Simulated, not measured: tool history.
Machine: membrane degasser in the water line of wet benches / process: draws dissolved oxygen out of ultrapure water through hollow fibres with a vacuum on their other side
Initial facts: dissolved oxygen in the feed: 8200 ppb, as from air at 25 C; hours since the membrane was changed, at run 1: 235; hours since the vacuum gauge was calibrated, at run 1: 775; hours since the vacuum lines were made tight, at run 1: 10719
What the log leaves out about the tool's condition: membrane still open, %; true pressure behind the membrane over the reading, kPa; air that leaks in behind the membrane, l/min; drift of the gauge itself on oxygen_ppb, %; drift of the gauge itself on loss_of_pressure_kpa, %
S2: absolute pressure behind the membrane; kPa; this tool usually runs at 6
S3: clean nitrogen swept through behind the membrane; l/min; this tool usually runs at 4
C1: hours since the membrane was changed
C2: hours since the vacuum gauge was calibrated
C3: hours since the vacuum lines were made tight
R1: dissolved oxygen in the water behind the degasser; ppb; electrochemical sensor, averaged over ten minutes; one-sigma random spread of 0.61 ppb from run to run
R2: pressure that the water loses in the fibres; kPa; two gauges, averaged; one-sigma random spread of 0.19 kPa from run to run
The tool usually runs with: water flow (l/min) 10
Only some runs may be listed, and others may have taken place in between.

Run 1, day 0: usual settings; C1 235; C2 775; C3 10719. Result: R1 53.2 ppb, R2 36.57 kPa.
Run 2, day 1.467: usual settings; C1 271; C2 810; C3 10754. Result: R1 52.6 ppb, R2 36.86 kPa.
Run 3, day 2.579: usual settings; C1 297; C2 837; C3 10781. Result: R1 51.4 ppb, R2 36.52 kPa.
Run 4, day 3.979: usual settings; C1 331; C2 871; C3 10815. Result: R1 53.7 ppb, R2 36.9 kPa.
Run 5, day 4.954: usual settings; C1 354; C2 894; C3 10838. Result: R1 53.4 ppb, R2 36.72 kPa.
Run 6, day 7.225: usual settings; C1 409; C2 949; C3 10893. Result: R1 53 ppb, R2 36.31 kPa.
Run 7, day 9.271: usual settings; C1 458; C2 998; C3 10942. Result: R1 52.7 ppb, R2 36.59 kPa.
Run 8, day 10.4: usual settings; C1 485; C2 1025; C3 10969. Result: R1 53.3 ppb, R2 36.4 kPa.
Run 9, day 12.121: usual settings; C1 526; C2 1066; C3 11010. Result: R1 52.7 ppb, R2 36.17 kPa.
Run 10, day 13.396: usual settings; C1 557; C2 1097; C3 11041. Result: R1 53.1 ppb, R2 36.51 kPa.
Run 11, day 14.367: usual settings; C1 580; C2 1120; C3 11064. Result: R1 53.6 ppb, R2 36.41 kPa.
Run 12, day 15.95: usual settings; C1 618; C2 1158; C3 11102. Result: R1 53.9 ppb, R2 36.26 kPa.
Run 13, day 17.817: usual settings; C1 663; C2 1203; C3 11147. Result: R1 53.4 ppb, R2 36.11 kPa.
Run 14, day 19.867: usual settings; C1 712; C2 1252; C3 11196. Result: R1 52.4 ppb, R2 35.84 kPa.
Run 15, day 21.196: usual settings but S3 6.93 l/min; C1 744; C2 1284; C3 11228. Result: R1 45.9 ppb, R2 36.12 kPa.
Run 16, day 22.529: usual settings but S3 6.93 l/min; C1 776; C2 1316; C3 11260. Result: R1 44.9 ppb, R2 35.78 kPa.
At day 23.058: gauge calibrated.
Run 17, day 24.633: usual settings but S2 4.94 kPa, S3 5.51 l/min; C1 827; C2 1366; C3 11310. Result: R1 44.6 ppb, R2 36.58 kPa.
Run 18, day 25.629: usual settings but S2 4.94 kPa, S3 5.51 l/min; C1 850; C2 1390; C3 11334. Result: R1 43.7 ppb, R2 36.58 kPa.
Run 19, day 27.683: usual settings but water flow (l/min) 13, S2 11.94 kPa; C1 900; C2 1440; C3 11384. Result: R1 128.7 ppb, R2 47.22 kPa.
Run 20, day 29.975: usual settings but water flow (l/min) 13, S2 11.94 kPa; C1 955; C2 1495; C3 11439. Result: R1 130.2 ppb, R2 47.13 kPa.
Run 21, day 31.438: usual settings but water flow (l/min) 7, S2 5.86 kPa, S3 7.15 l/min; C1 990; C2 1530; C3 11474. Result: R1 23.1 ppb, R2 25.54 kPa.
Run 22, day 32.65: usual settings but water flow (l/min) 7, S2 5.78 kPa, S3 3.72 l/min; C1 1019; C2 1559; C3 11503. Result: R1 28.8 ppb, R2 25.7 kPa.
Run 23, day 34.879: usual settings but water flow (l/min) 7, S2 5.78 kPa, S3 3.72 l/min; C1 1073; C2 1612; C3 11556. Result: R1 28.3 ppb, R2 25.34 kPa.
Run 24, day 36.762: usual settings but S2 14.09 kPa, S3 3.48 l/min; C1 1118; C2 1658; C3 11601. Result: R1 111.1 ppb, R2 36.04 kPa.
Run 25, day 38.338: usual settings but S2 14.09 kPa, S3 3.48 l/min; C1 1156; C2 1695; C3 11639. Result: R1 113.6 ppb, R2 35.83 kPa.
Run 26, day 39.688: usual settings but water flow (l/min) 11, S2 4.36 kPa; C1 1188; C2 1728; C3 11672. Result: R1 52.9 ppb, R2 39.51 kPa.
Run 27, day 41.412: usual settings but water flow (l/min) 11, S2 4.36 kPa; C1 1229; C2 1769; C3 11713. Result: R1 51.5 ppb, R2 39.59 kPa.
Run 28, day 43.592: usual settings but water flow (l/min) 14, S2 5.22 kPa, S3 9.33 l/min; C1 1282; C2 1821; C3 11765. Result: R1 76.8 ppb, R2 50.18 kPa.
Run 29, day 45.367: usual settings but water flow (l/min) 8; C1 1324; C2 1864; C3 11808. Result: R1 36.2 ppb, R2 28.55 kPa.

Forecast each of these 3 alternatives for the next run:
Run A, day 47.5: usual settings but S2 3.87 kPa; C1 1375; C2 1915; C3 11859. Result: R1 ?, R2 ?.
Run B, day 47.5: usual settings but water flow (l/min) 12, S2 10.57 kPa; C1 1375; C2 1915; C3 11859. Result: R1 ?, R2 ?.
Run C, day 47.5: usual settings but S3 1.97 l/min; C1 1375; C2 1915; C3 11859. Result: R1 ?, R2 ?.

run     R1     R2
  A   39.8  35.51
  B  104.8  42.86
  C   70.1   35.9
Take away the tool's hidden state, keep each run's random variation, and the runs would have read:
run     R1     R2
  A   39.8  36.51
  B  104.8  44.06
  C     70   36.9

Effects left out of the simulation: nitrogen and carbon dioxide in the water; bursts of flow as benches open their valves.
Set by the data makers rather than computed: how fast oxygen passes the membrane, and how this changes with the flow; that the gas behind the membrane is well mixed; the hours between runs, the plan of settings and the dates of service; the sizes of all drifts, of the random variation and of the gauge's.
